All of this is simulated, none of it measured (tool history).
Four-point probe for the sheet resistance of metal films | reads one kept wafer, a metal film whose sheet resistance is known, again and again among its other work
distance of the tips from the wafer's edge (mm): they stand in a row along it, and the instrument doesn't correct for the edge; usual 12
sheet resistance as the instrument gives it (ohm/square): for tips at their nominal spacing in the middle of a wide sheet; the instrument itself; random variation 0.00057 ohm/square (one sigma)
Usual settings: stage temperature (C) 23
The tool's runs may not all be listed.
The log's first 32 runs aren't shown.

run   hour  stage temperature (C)  distance of the tips from the wafer's edge (mm)  sheet resistance as the instrument gives it (ohm/square)
 33  786.1                     30                                               16                                                  2.832379
 34  808.3                     30                                               23                                                  2.830141
 35  829.7                     19                                                3                                                  3.012928
 36  842.6                     19                                                3                                                  3.013201
 37  868.3                     19                                                3                                                  3.012788
 38  889.5                     29                                                3                                                  2.989483
 39  904.6                     22                                               41                                                  2.847021
 40  923.2                     20                                               63                                                  2.851116
 41  939.3                     25                                                9                                                  2.859623
 42  952.7                     25                                                9                                                  2.858102
 43  966.3                     25                                                9                                                  2.857985
 44  988.8                     28                                               37                                                  2.834072

Forecast each of these 3 alternatives for the next run:
  A  1003.3                     32                                               14                                                         ?
  B  1003.3                     20                                               48                                                         ?
  C  1003.3                     22                                               20                                                         ?

run  sheet resistance as the instrument gives it (ohm/square)
  A                                                  2.832181
  B                                                  2.852166
  C                                                  2.849848
Without the tool's hidden state the same runs would have given:
run  sheet resistance as the instrument gives it (ohm/square)
  A                                                  2.812715
  B                                                  2.832558
  C                                                  2.830258
